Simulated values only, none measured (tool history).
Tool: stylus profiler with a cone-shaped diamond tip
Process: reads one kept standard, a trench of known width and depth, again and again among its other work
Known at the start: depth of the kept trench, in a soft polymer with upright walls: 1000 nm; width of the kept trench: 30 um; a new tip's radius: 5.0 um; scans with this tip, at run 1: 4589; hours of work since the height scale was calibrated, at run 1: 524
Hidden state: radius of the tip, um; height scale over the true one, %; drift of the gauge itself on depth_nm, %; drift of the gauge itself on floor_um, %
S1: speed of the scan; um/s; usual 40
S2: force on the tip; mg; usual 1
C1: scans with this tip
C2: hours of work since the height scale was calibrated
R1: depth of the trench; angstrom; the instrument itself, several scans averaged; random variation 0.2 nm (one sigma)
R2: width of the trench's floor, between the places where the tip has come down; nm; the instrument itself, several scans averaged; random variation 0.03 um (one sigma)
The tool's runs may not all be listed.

run,hour,S1,S2,C1,C2,R1,R2
1,0,40,1,4589,524,10038.6,23160
2,25.3,40,1,4684,534,10035.8,23160
3,52.9,40,1,4786,546,10037.1,23160
4,97,40,1,4951,565,10035.6,23120
5,151.2,40,1,5153,588,10032.7,23090
6,194.2,40,1,5313,606,10035.3,23060
7,219.8,40,1,5409,617,10035.2,23040
8,256.5,40,1.21,5545,633,10042.2,23030
9,300.6,40,1.21,5710,652,10041.9,23030
10,345.2,40,1,5876,671,10034.3,23020
11,395.9,11,1,6065,692,10037.5,23140
12,449,32,1,6263,715,10031.1,22970
13,501,32,1,6457,737,10032.5,22870
14,550.6,32,1,6642,758,10029.6,22910
15,600,76,1,6826,779,10033.3,22730
16,635.2,76,1,6958,794,10030.1,22710
17,665.8,47,1,7072,807,10030.6,22780
18,707.8,10,2.27,7228,825,10061.4,22860
19,733.2,28,0.72,7323,836,10021.9,22770
20,778.4,58,1.08,7491,855,10034.6,22730
21,824,18,0.53,7662,874,10016.9,22810
22,851.7,53,0.52,7765,886,10013.3,22650
23,883.4,49,1.36,7883,900,10040.5,22650
24,919.1,14,1.22,8016,915,10034.7,22720
25,964.6,14,1.22,8186,934,10033.3,22720
26,1016.9,51,0.44,8381,956,10010,22610
27,1058.9,15,0.46,8537,974,10009,22670
28,1099.9,10,0.46,8690,992,10009.5,22650
29,1128.3,10,0.5,8796,1004,10012.8,22610
30,1157.4,45,0.69,8904,1016,10018.3,22490
31,1200.4,45,0.69,9065,1034,10015.9,22460
32,1251.3,45,0.69,9254,1056,10017.8,22460

4 ways to go on from here, each from the tool as it stands after run 32. What would each give?
A,1285.1,21,0.7,9381,1070,?,?
B,1285.1,129,0.71,9381,1070,?,?
C,1285.1,73,1.08,9381,1070,?,?
D,1285.1,84,0.36,9381,1070,?,?

run,R1,R2
A,10013.9,22560
B,10017.2,22170
C,10028.7,22360
D,10001.8,22250
Without the tool's hidden state the same runs would have given:
run,R1,R2
A,10031.6,23970
B,10034.9,23580
C,10046.4,23770
D,10019.4,23660
